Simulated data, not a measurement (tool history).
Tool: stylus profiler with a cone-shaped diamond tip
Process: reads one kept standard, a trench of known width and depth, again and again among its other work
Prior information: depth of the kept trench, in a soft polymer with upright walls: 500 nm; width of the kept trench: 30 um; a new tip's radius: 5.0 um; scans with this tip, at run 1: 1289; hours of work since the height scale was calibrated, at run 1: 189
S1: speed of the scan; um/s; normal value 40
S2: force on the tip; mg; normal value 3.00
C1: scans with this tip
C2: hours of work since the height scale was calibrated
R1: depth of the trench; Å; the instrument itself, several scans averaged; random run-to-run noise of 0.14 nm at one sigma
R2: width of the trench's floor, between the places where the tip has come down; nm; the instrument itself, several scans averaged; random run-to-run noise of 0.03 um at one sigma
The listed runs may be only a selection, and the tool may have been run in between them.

run    hour   S1    S2    C1   C2      R1     R2
  1     0.0   40  3.00  1289  189  5090.6  25380
  2    42.8   40  3.00  1408  206  5087.4  25330
  3    92.1   40  1.28  1545  226  5051.3  25200
  4   185.1   40  1.27  1804  264  5054.6  25190
  5   241.9   40  3.00  1961  287  5088.8  25300
  6   320.4   40  3.00  2179  319  5087.9  25230
  7   409.0   40  3.00  2426  355  5090.4  25270
  8   460.2   40  3.00  2568  376  5091.3  25220
  9   544.0   40  3.00  2801  410  5091.0  25190
 10   594.4   12  3.00  2941  431  5091.5  25290
 11   650.4   12  3.00  3096  454  5095.5  25240
 12   711.5   12  3.00  3266  479  5095.7  25250
 13   781.8   12  3.00  3462  507  5096.4  25190
 14   868.4   12  3.00  3702  543  5091.9  25150
 15   934.3   12  3.00  3885  569  5093.6  25170
 16   993.2   40  3.00  4049  593  5094.6  25020
 17  1039.9   40  3.00  4179  612  5092.5  25010
 18  1137.9   40  3.00  4451  652  5094.0  24930
 19  1211.8   40  3.00  4656  682  5094.5  24970
 20  1286.2   40  3.00  4863  713  5095.8  24970
 21  1329.0   40  1.46  4982  730  5064.7  24870
 22  1417.0   40  1.46  5226  766  5064.2  24870
 23  1495.9   43  1.46  5445  798  5064.5  24860
 24  1545.1   11  2.74  5582  818  5092.4  24990
 25  1590.1   84  8.71  5707  836  5185.2  24840
 26  1672.6   24  7.54  5936  870  5169.0  24990
 27  1741.0   28  8.76  6127  898  5188.7  24890
 28  1799.4  125  1.65  6289  922  5070.1  24310
 29  1874.9   18  1.65  6498  952  5072.1  24830
     1945.4  -- height scale calibrated on a step standard
 30  1945.9   42  6.55  6694    0  5142.3  24800
 31  1994.1   51  2.20  6828   20  5067.0  24700
 32  2088.2   11  1.18  7090   58  5044.8  24800
 33  2191.0  106  1.18  7375  100  5047.5  24220
 34  2237.9   22  2.70  7506  119  5083.0  24780
 35  2302.5   11  1.96  7685  145  5062.1  24740
 36  2362.5   11  1.96  7852  170  5066.2  24800
 37  2437.5   31  4.68  8060  200  5116.6  24680
 38  2505.5   40  1.88  8249  228  5064.4  24520
 39  2580.4   40  1.88  8457  259  5066.2  24500
 40  2659.1   81  5.27  8676  291  5125.9  24480
 41  2731.5   81  5.27  8877  320  5125.9  24440
 42  2811.2   81  5.27  9099  353  5129.8  24440
 43  2865.0   81  5.27  9248  374  5129.3  24410
 44  2923.4   53  3.11  9410  398  5093.9  24410
 45  2997.8   10  8.53  9617  429  5178.2  24560
 46  3051.8   10  8.53  9767  451  5176.8  24530

Below, some changes in R1 between adjacent runs. For each, the amount present without the hidden state too (settings, incoming material, random variation) and the amount remaining for the hidden state with gauge scatter not shared by both compared results:
Hidden conditions of the tool in this case: radius of the tip, um; height scale over the true one, %; drift of the gauge itself on depth_nm, %; drift of the gauge itself on floor_um, %.
Run 6 -> 7: nothing adjusted, nothing logged. R1 +2.5 Å: hidden state +0.7, all else +1.8.
Run 17 -> 18: nothing adjusted, nothing logged. R1 +1.5 Å: hidden state +0.7, all else +0.8.
Run 24 -> 25: S1 11 -> 84, S2 2.74 -> 8.71. R1 +92.8 Å: hidden state +0.6, all else +92.2.
Run 27 -> 28: S1 28 -> 125, S2 8.76 -> 1.65. R1 -118.6 Å: hidden state +0.0, all else -118.6.
Run 29 -> 30: S1 18 -> 42, S2 1.65 -> 6.55, height scale calibrated on a step standard. R1 +70.2 Å: hidden state -15.3, all else +85.5.
Run 44 -> 45: S1 53 -> 10, S2 3.11 -> 8.53. R1 +84.3 Å: hidden state +0.7, all else +83.6.

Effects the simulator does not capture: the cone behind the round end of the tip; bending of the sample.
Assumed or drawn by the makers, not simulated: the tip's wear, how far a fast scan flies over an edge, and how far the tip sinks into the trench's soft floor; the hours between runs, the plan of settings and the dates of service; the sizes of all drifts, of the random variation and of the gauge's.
